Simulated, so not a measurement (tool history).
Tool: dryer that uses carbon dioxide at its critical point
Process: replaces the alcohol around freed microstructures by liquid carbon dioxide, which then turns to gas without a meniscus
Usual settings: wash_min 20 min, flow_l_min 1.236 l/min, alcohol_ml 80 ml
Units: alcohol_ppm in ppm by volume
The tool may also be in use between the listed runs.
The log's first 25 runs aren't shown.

Run 26, hour 709.7: usual settings but wash_min 21 min, alcohol_ml 84 ml. Result: alcohol_ppm 198 ppm by volume.
Run 27, hour 731.4: usual settings but alcohol_ml 27 ml. Result: alcohol_ppm 126 ppm by volume.
Run 28, hour 752.1: usual settings but flow_l_min 2.05 l/min, alcohol_ml 24 ml. Result: alcohol_ppm 65 ppm by volume.
Run 29, hour 773.8: usual settings but wash_min 32 min, flow_l_min 1.08 l/min, alcohol_ml 34 ml. Result: alcohol_ppm 72 ppm by volume.
Run 30, hour 790: usual settings but wash_min 32 min, flow_l_min 1.08 l/min, alcohol_ml 34 ml. Result: alcohol_ppm 76 ppm by volume.
Run 31, hour 809.4: usual settings but wash_min 32 min, flow_l_min 1.08 l/min, alcohol_ml 34 ml. Result: alcohol_ppm 74 ppm by volume.
Run 32, hour 845: usual settings but wash_min 32 min, flow_l_min 1.08 l/min, alcohol_ml 34 ml. Result: alcohol_ppm 77 ppm by volume.
Run 33, hour 860.9: usual settings but wash_min 32 min, flow_l_min 1.08 l/min, alcohol_ml 34 ml. Result: alcohol_ppm 79 ppm by volume.
At hour 874.4: inlet filter changed.
Run 34, hour 898.8: usual settings but wash_min 32 min, flow_l_min 1.08 l/min, alcohol_ml 34 ml. Result: alcohol_ppm 84 ppm by volume.
Run 35, hour 922: usual settings but wash_min 32 min, flow_l_min 1.08 l/min, alcohol_ml 48 ml. Result: alcohol_ppm 80 ppm by volume.
Run 36, hour 945.4: usual settings but wash_min 32 min, flow_l_min 2.01 l/min, alcohol_ml 74 ml. Result: alcohol_ppm 77 ppm by volume.
Run 37, hour 981.9: usual settings but wash_min 32 min, flow_l_min 2.01 l/min, alcohol_ml 74 ml. Result: alcohol_ppm 79 ppm by volume.
At hour 992.1: purifier's bed changed.
Run 38, hour 1022.3: usual settings but flow_l_min 0.89 l/min. Result: alcohol_ppm 512 ppm by volume.
Run 39, hour 1051.5: usual settings but flow_l_min 0.89 l/min. Result: alcohol_ppm 530 ppm by volume.
Run 40, hour 1086.6: usual settings but wash_min 19 min, flow_l_min 2.08 l/min, alcohol_ml 31 ml. Result: alcohol_ppm 15 ppm by volume.
Run 41, hour 1103.1: usual settings but wash_min 19 min, flow_l_min 2.08 l/min, alcohol_ml 31 ml. Result: alcohol_ppm 14 ppm by volume.
Run 42, hour 1129: usual settings but flow_l_min 2.05 l/min, alcohol_ml 27 ml. Result: alcohol_ppm 16 ppm by volume.
Run 43, hour 1158.6: usual settings but flow_l_min 0.98 l/min, alcohol_ml 27 ml. Result: alcohol_ppm 147 ppm by volume.
Run 44, hour 1181.8: usual settings but wash_min 18 min, flow_l_min 2.02 l/min, alcohol_ml 113 ml. Result: alcohol_ppm 37 ppm by volume.
Run 45, hour 1215.9: usual settings but wash_min 19 min, flow_l_min 2.02 l/min, alcohol_ml 113 ml. Result: alcohol_ppm 33 ppm by volume.
Run 46, hour 1231.7: usual settings but wash_min 21 min, flow_l_min 1.55 l/min, alcohol_ml 53 ml. Result: alcohol_ppm 45 ppm by volume.

3 ways to go on from here, each from the tool as it stands after run 46. What would each give?
Run A, hour 1255.5: usual settings but wash_min 17 min, alcohol_ml 64 ml. Result: alcohol_ppm ?.
Run B, hour 1255.5: usual settings but wash_min 23 min, alcohol_ml 87 ml. Result: alcohol_ppm ?.
Run C, hour 1255.5: usual settings but wash_min 12 min, flow_l_min 1.28 l/min, alcohol_ml 29 ml. Result: alcohol_ppm ?.

run  alcohol_ppm
  A          272
  B          105
  C          372
Without the tool's hidden state the same runs would have given:
run  alcohol_ppm
  A          220
  B           74
  C          318
